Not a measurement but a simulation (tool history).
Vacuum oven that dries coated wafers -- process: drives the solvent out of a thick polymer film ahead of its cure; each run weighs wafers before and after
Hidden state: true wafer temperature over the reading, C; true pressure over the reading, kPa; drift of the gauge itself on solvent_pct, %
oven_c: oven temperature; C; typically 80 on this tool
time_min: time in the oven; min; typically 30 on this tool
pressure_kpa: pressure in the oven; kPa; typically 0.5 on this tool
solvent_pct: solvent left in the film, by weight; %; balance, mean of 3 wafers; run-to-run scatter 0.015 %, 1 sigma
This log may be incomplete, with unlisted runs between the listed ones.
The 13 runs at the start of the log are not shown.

run	hour	oven_c	time_min	pressure_kpa	hours of work since the thermocouples were calibrated	hours of work since the vacuum gauge was cleaned of residue	solvent_pct
# hour 1043.1: oven's thermocouples calibrated, once more
14	1115.7	80	30	0.5	33	2637	2.83
# hour 1131.4: vacuum gauge cleaned of residue and calibrated
15	1194.1	80	30	1.027	68	28	2.95
16	1288	80	30	1.027	110	71	2.95
17	1344	80	30	0.5	136	96	2.7
18	1432.3	80	30	0.5	176	136	2.69
19	1543.7	70	26	0.5	226	187	5.85
20	1656	89	30	1.533	277	238	1.5
21	1748	65	23	0.351	319	280	7.6
22	1824.6	91	37	0.532	354	314	0.52
23	1941.9	93	43	1.323	407	367	0.58
24	2023.1	93	18	1.323	444	404	2.19
25	2123.1	93	18	1.323	489	450	2.16
26	2209.4	79	38	0.776	528	489	2.15
27	2284	77	25	0.917	562	523	4.33
28	2403.1	77	25	0.917	616	577	4.34
29	2497	77	25	0.917	659	619	4.32
30	2581.7	75	31	0.5	697	658	3.66
# hour 2627.9: oven's thermocouples calibrated
31	2685.1	75	31	0.5	26	704	3.89
32	2743.3	81	41	0.5	52	730	1.52
33	2846.1	91	42	0.593	99	777	0.48

4 ways to go on from here, each from the tool as it stands after run 33. What would each give?
A	2936	85	42	0.593	140	817	?
B	2936	80	30	0.506	140	817	?
C	2936	76	38	0.5	140	817	?
D	2936	91	34	0.593	140	817	?

run	solvent_pct
A	0.97
B	2.81
C	2.8
D	0.73
With the hidden condition removed and each run's random variation left untouched, the same runs would have given:
run	solvent_pct
A	0.9
B	2.7
C	2.67
D	0.67
